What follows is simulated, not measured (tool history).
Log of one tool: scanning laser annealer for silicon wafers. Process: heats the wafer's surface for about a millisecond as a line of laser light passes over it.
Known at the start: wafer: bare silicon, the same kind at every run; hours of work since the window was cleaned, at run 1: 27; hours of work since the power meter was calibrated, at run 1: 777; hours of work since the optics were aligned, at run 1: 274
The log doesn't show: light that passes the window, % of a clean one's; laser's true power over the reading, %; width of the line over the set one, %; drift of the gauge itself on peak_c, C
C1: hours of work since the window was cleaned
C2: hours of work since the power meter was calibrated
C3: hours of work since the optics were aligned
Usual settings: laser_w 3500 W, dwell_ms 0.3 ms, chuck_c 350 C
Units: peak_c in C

Run 1, hour 0: usual settings; C1 27; C2 777; C3 274. Result: peak_c 1118 C.
Run 2, hour 31.2: usual settings; C1 48; C2 798; C3 295. Result: peak_c 1114 C.
Run 3, hour 51: usual settings but laser_w 3180 W; C1 62; C2 812; C3 309. Result: peak_c 1052 C.
Run 4, hour 89.6: usual settings but laser_w 3180 W; C1 88; C2 838; C3 335. Result: peak_c 1048 C.
Run 5, hour 128.6: usual settings but laser_w 3180 W; C1 115; C2 864; C3 361. Result: peak_c 1047 C.
Run 6, hour 168.7: usual settings but laser_w 3407 W; C1 142; C2 892; C3 389. Result: peak_c 1096 C.
Run 7, hour 200.5: usual settings; C1 164; C2 913; C3 410. Result: peak_c 1115 C.
Run 8, hour 236.7: usual settings; C1 188; C2 938; C3 435. Result: peak_c 1112 C.
Run 9, hour 257.6: usual settings; C1 203; C2 952; C3 449. Result: peak_c 1107 C.
Run 10, hour 298.3: usual settings; C1 230; C2 980; C3 477. Result: peak_c 1107 C.
Run 11, hour 323.1: usual settings but chuck_c 328 C; C1 247; C2 997; C3 494. Result: peak_c 1082 C.
Run 12, hour 349.1: usual settings but chuck_c 328 C; C1 265; C2 1014; C3 511. Result: peak_c 1086 C.
Run 13, hour 381.2: usual settings but chuck_c 328 C; C1 287; C2 1036; C3 533. Result: peak_c 1087 C.
Run 14, hour 410.7: usual settings; C1 307; C2 1056; C3 553. Result: peak_c 1108 C.
Run 15, hour 443.7: usual settings; C1 329; C2 1079; C3 576. Result: peak_c 1110 C.
Run 16, hour 478.8: usual settings but laser_w 3652 W; C1 353; C2 1103; C3 600. Result: peak_c 1137 C.
Run 17, hour 523.7: usual settings but chuck_c 337 C; C1 384; C2 1133; C3 630. Result: peak_c 1092 C.
At hour 531.2: optics aligned, line set to its width.
Run 18, hour 552.4: usual settings but chuck_c 378 C; C1 400; C2 1149; C3 14. Result: peak_c 1129 C.
Run 19, hour 572.9: usual settings but chuck_c 357 C; C1 414; C2 1163; C3 28. Result: peak_c 1111 C.
Run 20, hour 615.5: usual settings; C1 443; C2 1192; C3 57. Result: peak_c 1101 C.
Run 21, hour 654.9: usual settings; C1 469; C2 1219; C3 84. Result: peak_c 1099 C.
At hour 672.1: optics aligned, line set to its width, once more.
Run 22, hour 683.3: usual settings; C1 485; C2 1235; C3 8. Result: peak_c 1106 C.
Run 23, hour 721: usual settings; C1 511; C2 1261; C3 33. Result: peak_c 1101 C.
Run 24, hour 750.5: usual settings but laser_w 3578 W, chuck_c 359 C; C1 531; C2 1281; C3 53. Result: peak_c 1129 C.
Run 25, hour 772.7: usual settings but laser_w 3578 W, chuck_c 314 C; C1 546; C2 1296; C3 68. Result: peak_c 1085 C.
Run 26, hour 816.5: usual settings but laser_w 3578 W, chuck_c 314 C; C1 576; C2 1326; C3 98. Result: peak_c 1083 C.
Run 27, hour 843.4: usual settings but laser_w 3578 W, dwell_ms 0.349 ms, chuck_c 340 C; C1 594; C2 1344; C3 117. Result: peak_c 1176 C.
Run 28, hour 878.5: usual settings but laser_w 3322 W, dwell_ms 0.325 ms, chuck_c 324 C; C1 618; C2 1368; C3 140. Result: peak_c 1074 C.
Run 29, hour 922.4: usual settings but laser_w 3043 W, dwell_ms 0.348 ms, chuck_c 320 C; C1 648; C2 1398; C3 170. Result: peak_c 1033 C.
Run 30, hour 958.7: usual settings but laser_w 3275 W, dwell_ms 0.309 ms, chuck_c 328 C; C1 673; C2 1422; C3 195. Result: peak_c 1043 C.
Run 31, hour 1004.6: usual settings but laser_w 3740 W, dwell_ms 0.309 ms, chuck_c 328 C; C1 704; C2 1454; C3 226. Result: peak_c 1140 C.
Run 32, hour 1035.6: usual settings but laser_w 3740 W, dwell_ms 0.309 ms, chuck_c 328 C; C1 725; C2 1475; C3 247. Result: peak_c 1139 C.
Run 33, hour 1054.2: usual settings but chuck_c 359 C; C1 738; C2 1487; C3 260. Result: peak_c 1106 C.
Run 34, hour 1082: usual settings but dwell_ms 0.219 ms; C1 757; C2 1506; C3 279. Result: peak_c 971 C.
Run 35, hour 1125: usual settings but dwell_ms 0.325 ms, chuck_c 369 C; C1 786; C2 1535; C3 308. Result: peak_c 1150 C.
At hour 1140.7: window over the wafer cleaned.
Run 36, hour 1147.9: usual settings but laser_w 3488 W, dwell_ms 0.211 ms, chuck_c 334 C; C1 5; C2 1550; C3 322. Result: peak_c 959 C.
Run 37, hour 1185: usual settings but laser_w 3144 W, dwell_ms 0.267 ms, chuck_c 310 C; C1 30; C2 1575; C3 348. Result: peak_c 958 C.
Run 38, hour 1229.6: usual settings but laser_w 3021 W, chuck_c 318 C; C1 61; C2 1605; C3 378. Result: peak_c 985 C.
Run 39, hour 1265: usual settings but laser_w 3021 W, chuck_c 318 C; C1 85; C2 1629; C3 402. Result: peak_c 985 C.
Run 40, hour 1295.2: usual settings but dwell_ms 0.347 ms; C1 105; C2 1650; C3 423. Result: peak_c 1181 C.
Run 41, hour 1331.1: usual settings but dwell_ms 0.347 ms; C1 130; C2 1674; C3 447. Result: peak_c 1181 C.

Forecast each of these 4 alternatives for the next run:
Run A, hour 1373.3: usual settings but dwell_ms 0.347 ms, chuck_c 347 C; C1 158; C2 1703; C3 476. Result: peak_c ?.
Run B, hour 1373.3: usual settings but laser_w 3165 W, dwell_ms 0.282 ms, chuck_c 324 C; C1 158; C2 1703; C3 476. Result: peak_c ?.
Run C, hour 1373.3: usual settings but laser_w 3756 W, dwell_ms 0.228 ms, chuck_c 335 C; C1 158; C2 1703; C3 476. Result: peak_c ?.
Run D, hour 1373.3: usual settings but laser_w 3050 W, dwell_ms 0.347 ms; C1 158; C2 1703; C3 476. Result: peak_c ?.

run  peak_c
  A    1178
  B     992
  C    1030
  D    1077
Without the tool's hidden state the same runs would have given:
run  peak_c
  A    1195
  B    1005
  C    1044
  D    1092
